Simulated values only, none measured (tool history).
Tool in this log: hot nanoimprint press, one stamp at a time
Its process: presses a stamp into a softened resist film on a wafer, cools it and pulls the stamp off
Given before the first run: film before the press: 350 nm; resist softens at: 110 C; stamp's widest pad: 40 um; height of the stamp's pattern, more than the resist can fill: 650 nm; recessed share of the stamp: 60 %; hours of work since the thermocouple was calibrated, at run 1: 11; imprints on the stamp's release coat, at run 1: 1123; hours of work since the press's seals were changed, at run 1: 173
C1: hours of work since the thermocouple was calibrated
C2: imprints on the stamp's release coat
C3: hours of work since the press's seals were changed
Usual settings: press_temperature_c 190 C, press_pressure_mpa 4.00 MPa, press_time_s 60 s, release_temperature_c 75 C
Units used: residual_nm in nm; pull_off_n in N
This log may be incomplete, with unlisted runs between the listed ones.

run 1 hour=0.0 | press_temperature_c=190 press_pressure_mpa=4.00 press_time_s=60 release_temperature_c=75 | C1=11 C2=1123 C3=173 | residual_nm=183.0 pull_off_n=243
run 2 hour=7.5 | press_temperature_c=190 press_pressure_mpa=4.00 press_time_s=60 release_temperature_c=75 | C1=14 C2=1147 C3=176 | residual_nm=182.5 pull_off_n=245
run 3 hour=16.5 | press_temperature_c=190 press_pressure_mpa=4.00 press_time_s=60 release_temperature_c=74 | C1=18 C2=1176 C3=180 | residual_nm=182.5 pull_off_n=251
run 4 hour=23.3 | press_temperature_c=190 press_pressure_mpa=4.00 press_time_s=60 release_temperature_c=74 | C1=21 C2=1198 C3=183 | residual_nm=182.6 pull_off_n=255
run 5 hour=30.4 | press_temperature_c=190 press_pressure_mpa=4.00 press_time_s=60 release_temperature_c=76 | C1=24 C2=1220 C3=186 | residual_nm=183.2 pull_off_n=248
run 6 hour=41.1 | press_temperature_c=190 press_pressure_mpa=6.25 press_time_s=60 release_temperature_c=76 | C1=28 C2=1255 C3=190 | residual_nm=154.2 pull_off_n=252
run 7 hour=49.5 | press_temperature_c=190 press_pressure_mpa=4.00 press_time_s=60 release_temperature_c=75 | C1=32 C2=1282 C3=194 | residual_nm=183.0 pull_off_n=257
run 8 hour=60.0 | press_temperature_c=190 press_pressure_mpa=4.00 press_time_s=118 release_temperature_c=75 | C1=36 C2=1315 C3=198 | residual_nm=141.6 pull_off_n=260
-- hour=63.7 plate thermocouple calibrated
run 9 hour=74.6 | press_temperature_c=190 press_pressure_mpa=3.75 press_time_s=118 release_temperature_c=75 | C1=5 C2=1353 C3=203 | residual_nm=146.8 pull_off_n=261
run 10 hour=87.1 | press_temperature_c=190 press_pressure_mpa=3.75 press_time_s=53 release_temperature_c=75 | C1=10 C2=1393 C3=208 | residual_nm=197.3 pull_off_n=280
-- hour=91.2 plate thermocouple calibrated, once more
run 11 hour=102.3 | press_temperature_c=190 press_pressure_mpa=4.00 press_time_s=60 release_temperature_c=74 | C1=5 C2=1432 C3=213 | residual_nm=183.0 pull_off_n=273
run 12 hour=110.0 | press_temperature_c=190 press_pressure_mpa=4.00 press_time_s=60 release_temperature_c=74 | C1=8 C2=1456 C3=217 | residual_nm=183.3 pull_off_n=270
run 13 hour=117.1 | press_temperature_c=190 press_pressure_mpa=4.00 press_time_s=60 release_temperature_c=74 | C1=11 C2=1479 C3=220 | residual_nm=182.9 pull_off_n=276
run 14 hour=125.0 | press_temperature_c=190 press_pressure_mpa=4.00 press_time_s=60 release_temperature_c=74 | C1=14 C2=1505 C3=223 | residual_nm=182.8 pull_off_n=287
run 15 hour=130.8 | press_temperature_c=190 press_pressure_mpa=4.00 press_time_s=60 release_temperature_c=74 | C1=17 C2=1523 C3=225 | residual_nm=182.5 pull_off_n=287
run 16 hour=136.4 | press_temperature_c=190 press_pressure_mpa=3.28 press_time_s=86 release_temperature_c=78 | C1=19 C2=1541 C3=228 | residual_nm=173.5 pull_off_n=254
run 17 hour=148.6 | press_temperature_c=190 press_pressure_mpa=4.00 press_time_s=65 release_temperature_c=63 | C1=24 C2=1580 C3=233 | residual_nm=178.4 pull_off_n=348
run 18 hour=159.0 | press_temperature_c=190 press_pressure_mpa=5.27 press_time_s=108 release_temperature_c=75 | C1=28 C2=1614 C3=237 | residual_nm=130.7 pull_off_n=283
run 19 hour=165.9 | press_temperature_c=181 press_pressure_mpa=5.78 press_time_s=44 release_temperature_c=75 | C1=31 C2=1636 C3=240 | residual_nm=248.1 pull_off_n=277
run 20 hour=172.8 | press_temperature_c=181 press_pressure_mpa=5.78 press_time_s=44 release_temperature_c=75 | C1=34 C2=1658 C3=243 | residual_nm=248.7 pull_off_n=281
run 21 hour=184.0 | press_temperature_c=181 press_pressure_mpa=5.78 press_time_s=44 release_temperature_c=75 | C1=39 C2=1694 C3=248 | residual_nm=248.0 pull_off_n=281
run 22 hour=193.6 | press_temperature_c=190 press_pressure_mpa=4.92 press_time_s=60 release_temperature_c=62 | C1=43 C2=1725 C3=252 | residual_nm=169.9 pull_off_n=360
run 23 hour=200.9 | press_temperature_c=190 press_pressure_mpa=4.92 press_time_s=60 release_temperature_c=62 | C1=46 C2=1748 C3=255 | residual_nm=169.3 pull_off_n=379
run 24 hour=207.4 | press_temperature_c=201 press_pressure_mpa=2.82 press_time_s=71 release_temperature_c=70 | C1=49 C2=1769 C3=257 | residual_nm=127.9 pull_off_n=311
run 25 hour=214.1 | press_temperature_c=189 press_pressure_mpa=2.82 press_time_s=71 release_temperature_c=70 | C1=51 C2=1790 C3=260 | residual_nm=204.1 pull_off_n=325
run 26 hour=224.2 | press_temperature_c=190 press_pressure_mpa=4.00 press_time_s=60 release_temperature_c=65 | C1=56 C2=1823 C3=264 | residual_nm=183.7 pull_off_n=358
run 27 hour=230.2 | press_temperature_c=179 press_pressure_mpa=2.57 press_time_s=44 release_temperature_c=66 | C1=58 C2=1842 C3=267 | residual_nm=303.2 pull_off_n=365
run 28 hour=236.5 | press_temperature_c=179 press_pressure_mpa=2.57 press_time_s=44 release_temperature_c=66 | C1=61 C2=1862 C3=270 | residual_nm=303.3 pull_off_n=361
run 29 hour=242.5 | press_temperature_c=196 press_pressure_mpa=4.27 press_time_s=70 release_temperature_c=82 | C1=63 C2=1882 C3=272 | residual_nm=132.1 pull_off_n=254

Here are 4 independent what-if runs from the current tool condition. What would each one return?
run A hour=253.6 | press_temperature_c=190 press_pressure_mpa=4.00 press_time_s=60 release_temperature_c=63 | C1=68 C2=1917 C3=277 | residual_nm=? pull_off_n=?
run B hour=253.6 | press_temperature_c=201 press_pressure_mpa=2.43 press_time_s=76 release_temperature_c=82 | C1=68 C2=1917 C3=277 | residual_nm=? pull_off_n=?
run C hour=253.6 | press_temperature_c=201 press_pressure_mpa=4.00 press_time_s=63 release_temperature_c=61 | C1=68 C2=1917 C3=277 | residual_nm=? pull_off_n=?
run D hour=253.6 | press_temperature_c=196 press_pressure_mpa=6.32 press_time_s=102 release_temperature_c=65 | C1=68 C2=1917 C3=277 | residual_nm=? pull_off_n=?

run=A residual_nm=185.2 pull_off_n=398
run=B residual_nm=133.6 pull_off_n=255
run=C residual_nm=115.7 pull_off_n=398
run=D residual_nm=94.6 pull_off_n=357
What these runs would have given with no unlogged condition in the tool:
run=A residual_nm=180.6 pull_off_n=239
run=B residual_nm=130.5 pull_off_n=153
run=C residual_nm=112.5 pull_off_n=239
run=D residual_nm=91.4 pull_off_n=214

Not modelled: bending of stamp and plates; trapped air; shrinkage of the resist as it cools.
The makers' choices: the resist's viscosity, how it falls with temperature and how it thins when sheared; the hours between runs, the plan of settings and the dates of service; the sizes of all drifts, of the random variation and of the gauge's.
